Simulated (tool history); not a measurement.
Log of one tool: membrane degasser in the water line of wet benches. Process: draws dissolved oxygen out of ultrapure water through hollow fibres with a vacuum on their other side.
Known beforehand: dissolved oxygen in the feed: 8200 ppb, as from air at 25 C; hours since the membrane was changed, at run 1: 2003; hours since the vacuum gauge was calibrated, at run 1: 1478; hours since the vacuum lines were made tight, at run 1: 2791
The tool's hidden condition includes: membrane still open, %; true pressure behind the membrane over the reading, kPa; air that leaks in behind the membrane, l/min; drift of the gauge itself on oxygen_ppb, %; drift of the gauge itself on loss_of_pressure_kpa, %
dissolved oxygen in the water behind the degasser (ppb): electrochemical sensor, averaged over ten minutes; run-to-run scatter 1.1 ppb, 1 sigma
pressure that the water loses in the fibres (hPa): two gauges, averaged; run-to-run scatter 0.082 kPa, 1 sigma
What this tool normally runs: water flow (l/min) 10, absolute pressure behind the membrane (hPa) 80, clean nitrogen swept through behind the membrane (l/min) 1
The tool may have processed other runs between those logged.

run,day,water flow (l/min),absolute pressure behind the membrane (hPa),clean nitrogen swept through behind the membrane (l/min),hours since the membrane was changed,hours since the vacuum gauge was calibrated,hours since the vacuum lines were made tight,dissolved oxygen in the water behind the degasser (ppb),pressure that the water loses in the fibres (hPa)
1,0,10,80,1,2003,1478,2791,113.6,324.7
2,5.325,10,80,1.08,2131,1606,2919,106.6,325.4
3,8.821,10,80,2.65,2215,1690,3003,45.9,324
4,16.229,7,80,1,2393,1867,3181,79.3,226.9
5,23.179,7,80,1,2559,2034,3347,81.6,227.8
6,31.133,7,80,1.61,2750,2225,3538,52.5,227.7
# day 36.429: seals of the vacuum lines changed
7,37.912,7,80,1.61,2911,2386,36,51.4,227.7
8,44.062,7,80,1.61,3059,2533,183,52.2,226.5
9,48.475,10,80,0.42,3165,2639,289,251,324.1
10,54.408,10,80,0.42,3307,2782,432,246.2,324
11,60.304,11,80,1,3448,2923,573,125.5,356.4
12,65.671,10,80,2.41,3577,3052,702,52,322.5
13,71.683,10,80,1,3722,3196,846,115.9,323.3
14,79.154,10,80,1,3901,3376,1025,114.1,322.9
15,86.112,10,80,0.56,4068,3543,1192,191.6,322.6
16,91.096,6,80,1,4187,3662,1312,69.2,193.3
17,98.8,12,80,0.66,4372,3847,1497,194.9,387.1
18,104.575,10,131.8,1.54,4511,3986,1635,156.8,321.6
19,112.542,10,131.8,1.54,4702,4177,1827,156.4,324

Run 20, settings as shown, results not yet in. Your forecast:
20,116.662,9,80,2.52,4801,4276,1926,?,?

dissolved oxygen in the water behind the degasser (ppb): 43.4
pressure that the water loses in the fibres (hPa): 289.9
Were there no unlogged condition in the tool, this run, its random variation unchanged, would have produced dissolved oxygen in the water behind the degasser (ppb) 43.3, pressure that the water loses in the fibres (hPa) 291.9.

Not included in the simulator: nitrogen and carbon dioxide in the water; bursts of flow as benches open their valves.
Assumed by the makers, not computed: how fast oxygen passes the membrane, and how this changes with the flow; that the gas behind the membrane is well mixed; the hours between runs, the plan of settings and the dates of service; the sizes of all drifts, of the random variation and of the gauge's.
